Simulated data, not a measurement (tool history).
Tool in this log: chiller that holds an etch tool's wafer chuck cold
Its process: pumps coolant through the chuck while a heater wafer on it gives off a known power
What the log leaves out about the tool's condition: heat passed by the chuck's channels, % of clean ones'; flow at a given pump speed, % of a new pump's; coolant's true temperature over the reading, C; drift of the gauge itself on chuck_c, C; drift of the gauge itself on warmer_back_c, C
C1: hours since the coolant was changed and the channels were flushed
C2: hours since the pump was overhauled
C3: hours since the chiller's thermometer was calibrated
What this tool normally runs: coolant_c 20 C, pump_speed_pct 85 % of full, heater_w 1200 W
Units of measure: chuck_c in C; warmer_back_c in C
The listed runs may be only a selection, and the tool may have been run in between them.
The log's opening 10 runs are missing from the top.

{"hour": 1475.1, "done": "chiller's thermometer calibrated, once more"}
{"run": 11, "hour": 1558.0, "coolant_c": 20, "pump_speed_pct": 85, "heater_w": 1160, "C1": 2307, "C2": 4017, "C3": 83, "chuck_c": 27.4, "warmer_back_c": 2.63}
{"run": 12, "hour": 1691.9, "coolant_c": 20, "pump_speed_pct": 85, "heater_w": 1160, "C1": 2441, "C2": 4151, "C3": 217, "chuck_c": 27.5, "warmer_back_c": 2.65}
{"run": 13, "hour": 1771.8, "coolant_c": 11, "pump_speed_pct": 85, "heater_w": 1200, "C1": 2521, "C2": 4231, "C3": 297, "chuck_c": 18.9, "warmer_back_c": 2.83}
{"run": 14, "hour": 1914.1, "coolant_c": 11, "pump_speed_pct": 85, "heater_w": 1200, "C1": 2663, "C2": 4373, "C3": 439, "chuck_c": 18.9, "warmer_back_c": 2.73}
{"run": 15, "hour": 2062.0, "coolant_c": 11, "pump_speed_pct": 85, "heater_w": 1200, "C1": 2811, "C2": 4521, "C3": 587, "chuck_c": 18.8, "warmer_back_c": 2.8}
{"run": 16, "hour": 2220.9, "coolant_c": 11, "pump_speed_pct": 85, "heater_w": 1200, "C1": 2970, "C2": 4680, "C3": 746, "chuck_c": 19.1, "warmer_back_c": 2.78}
{"run": 17, "hour": 2360.4, "coolant_c": 13, "pump_speed_pct": 82, "heater_w": 1253, "C1": 3109, "C2": 4819, "C3": 885, "chuck_c": 21.4, "warmer_back_c": 3.03}
{"run": 18, "hour": 2524.1, "coolant_c": 26, "pump_speed_pct": 85, "heater_w": 1531, "C1": 3273, "C2": 4983, "C3": 1049, "chuck_c": 36.4, "warmer_back_c": 3.64}
{"run": 19, "hour": 2607.7, "coolant_c": 21, "pump_speed_pct": 61, "heater_w": 1531, "C1": 3357, "C2": 5066, "C3": 1133, "chuck_c": 33.4, "warmer_back_c": 4.99}
{"run": 20, "hour": 2796.6, "coolant_c": 21, "pump_speed_pct": 61, "heater_w": 1531, "C1": 3546, "C2": 5255, "C3": 1322, "chuck_c": 33.3, "warmer_back_c": 5.04}
{"run": 21, "hour": 2980.9, "coolant_c": 15, "pump_speed_pct": 79, "heater_w": 1200, "C1": 3730, "C2": 5440, "C3": 1506, "chuck_c": 23.5, "warmer_back_c": 3.11}
{"run": 22, "hour": 3085.9, "coolant_c": 10, "pump_speed_pct": 74, "heater_w": 1200, "C1": 3835, "C2": 5545, "C3": 1611, "chuck_c": 18.9, "warmer_back_c": 3.26}
{"run": 23, "hour": 3174.7, "coolant_c": 20, "pump_speed_pct": 65, "heater_w": 1732, "C1": 3924, "C2": 5633, "C3": 1700, "chuck_c": 33.8, "warmer_back_c": 5.41}
{"run": 24, "hour": 3296.2, "coolant_c": 27, "pump_speed_pct": 96, "heater_w": 1709, "C1": 4045, "C2": 5755, "C3": 1821, "chuck_c": 38.2, "warmer_back_c": 3.67}
{"run": 25, "hour": 3383.7, "coolant_c": 27, "pump_speed_pct": 96, "heater_w": 1709, "C1": 4133, "C2": 5842, "C3": 1909, "chuck_c": 38.1, "warmer_back_c": 3.69}

Run 26 has not been measured yet. What should we expect?
{"run": 26, "hour": 3469.1, "coolant_c": 27, "pump_speed_pct": 96, "heater_w": 1709, "C1": 4218, "C2": 5928, "C3": 1994, "chuck_c": "?", "warmer_back_c": "?"}

chuck_c: 38.3 C
warmer_back_c: 3.71 C
If the tool had no hidden condition, the same run with the same run-to-run variation would have returned chuck_c 36.4 C, warmer_back_c 3.12 C.
